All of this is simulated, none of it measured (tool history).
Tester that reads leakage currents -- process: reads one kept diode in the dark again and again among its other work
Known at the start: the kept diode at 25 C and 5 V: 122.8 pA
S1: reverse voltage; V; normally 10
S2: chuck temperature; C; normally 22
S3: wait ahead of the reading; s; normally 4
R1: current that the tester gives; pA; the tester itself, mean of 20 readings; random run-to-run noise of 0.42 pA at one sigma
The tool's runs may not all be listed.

{"run": 1, "hour": 0.0, "S1": 10, "S2": 22, "S3": 4, "R1": 147.48}
{"run": 2, "hour": 74.6, "S1": 10, "S2": 22, "S3": 4, "R1": 148.35}
{"run": 3, "hour": 137.4, "S1": 10, "S2": 22, "S3": 5.37, "R1": 147.48}
{"run": 4, "hour": 235.3, "S1": 10, "S2": 20, "S3": 5.37, "R1": 124.95}
{"run": 5, "hour": 355.4, "S1": 10, "S2": 26, "S3": 4, "R1": 215.36}
{"run": 6, "hour": 481.5, "S1": 4.5, "S2": 22, "S3": 4, "R1": 93.61}
{"run": 7, "hour": 554.7, "S1": 4.5, "S2": 22, "S3": 4, "R1": 93.75}
{"run": 8, "hour": 688.5, "S1": 4.5, "S2": 22, "S3": 4, "R1": 93.05}
{"run": 9, "hour": 808.1, "S1": 10, "S2": 22, "S3": 4, "R1": 152.96}
{"run": 10, "hour": 876.8, "S1": 10, "S2": 22, "S3": 4, "R1": 153.55}
{"run": 11, "hour": 987.8, "S1": 10, "S2": 22, "S3": 4, "R1": 152.63}
{"run": 12, "hour": 1066.7, "S1": 10, "S2": 22, "S3": 5.62, "R1": 152.77}
{"run": 13, "hour": 1159.0, "S1": 10, "S2": 22, "S3": 5.62, "R1": 151.91}
{"run": 14, "hour": 1291.5, "S1": 10, "S2": 22, "S3": 4.94, "R1": 151.99}
{"run": 15, "hour": 1420.8, "S1": 4.5, "S2": 22, "S3": 4, "R1": 91.82}
{"run": 16, "hour": 1543.0, "S1": 4.7, "S2": 22, "S3": 4, "R1": 93.5}
{"run": 17, "hour": 1684.5, "S1": 10, "S2": 22, "S3": 4, "R1": 151.45}
{"run": 18, "hour": 1756.6, "S1": 10, "S2": 22, "S3": 4, "R1": 150.98}
{"run": 19, "hour": 1836.7, "S1": 9.6, "S2": 22, "S3": 3.46, "R1": 146.75}
{"run": 20, "hour": 1942.1, "S1": 9.6, "S2": 22, "S3": 3.46, "R1": 146.9}
{"run": 21, "hour": 2055.5, "S1": 1.9, "S2": 44, "S3": 1.16, "R1": 345.34}
{"run": 22, "hour": 2159.8, "S1": 1.9, "S2": 44, "S3": 1.16, "R1": 340.31}
{"run": 23, "hour": 2232.3, "S1": 15.7, "S2": 22, "S3": 4, "R1": 201.63}
{"run": 24, "hour": 2305.4, "S1": 10, "S2": 51, "S3": 4, "R1": 1707.65}
{"run": 25, "hour": 2411.6, "S1": 16, "S2": 51, "S3": 4, "R1": 2244.37}
{"run": 26, "hour": 2525.5, "S1": 3.9, "S2": 57, "S3": 4, "R1": 1532.42}
{"run": 27, "hour": 2651.9, "S1": 1.6, "S2": 34, "S3": 4, "R1": 146.87}
{"run": 28, "hour": 2724.5, "S1": 3.6, "S2": 45, "S3": 3.68, "R1": 583.39}
{"run": 29, "hour": 2840.9, "S1": 3.6, "S2": 45, "S3": 3.68, "R1": 569.06}
{"run": 30, "hour": 2938.6, "S1": 3.6, "S2": 45, "S3": 3.68, "R1": 566.6}
{"run": 31, "hour": 3063.0, "S1": 10, "S2": 22, "S3": 4.98, "R1": 138.02}
{"run": 32, "hour": 3171.8, "S1": 2.8, "S2": 26, "S3": 0.81, "R1": 95.68}
{"run": 33, "hour": 3256.3, "S1": 3.7, "S2": 32, "S3": 2.74, "R1": 191.98}

Put back what was entered between runs (3 entries, withheld): which listed runs does each sit between, and how does the hidden state differ from the listed run before to the listed run after?
From run 4 to run 5: chuck's temperature calibrated (hour 351.6)
  stray current of the dirty probe card, pA a volt: 1.768 -> 1.806; current scale over the true one, %: 0.53 -> 0.55; true chuck temperature over the reading, C: -0.81 -> -0.3
  measured result minus the result with no hidden state, R1: +9.61 -> +13.66 pA
From run 23 to run 24: chuck's temperature calibrated (hour 2300.5)
  stray current of the dirty probe card, pA a volt: 2.373 -> 2.394; current scale over the true one, %: 0.92 -> 0.94; true chuck temperature over the reading, C: -1.1 -> 0.08
  measured result minus the result with no hidden state, R1: +20.98 -> +50.02 pA
From run 28 to run 29: probe card cleaned and baked (hour 2776.5)
  stray current of the dirty probe card, pA a volt: 2.524 -> 0.042; current scale over the true one, %: 1.02 -> 1.04; true chuck temperature over the reading, C: -0.1 -> -0.14
  measured result minus the result with no hidden state, R1: +10.38 -> -0.57 pA

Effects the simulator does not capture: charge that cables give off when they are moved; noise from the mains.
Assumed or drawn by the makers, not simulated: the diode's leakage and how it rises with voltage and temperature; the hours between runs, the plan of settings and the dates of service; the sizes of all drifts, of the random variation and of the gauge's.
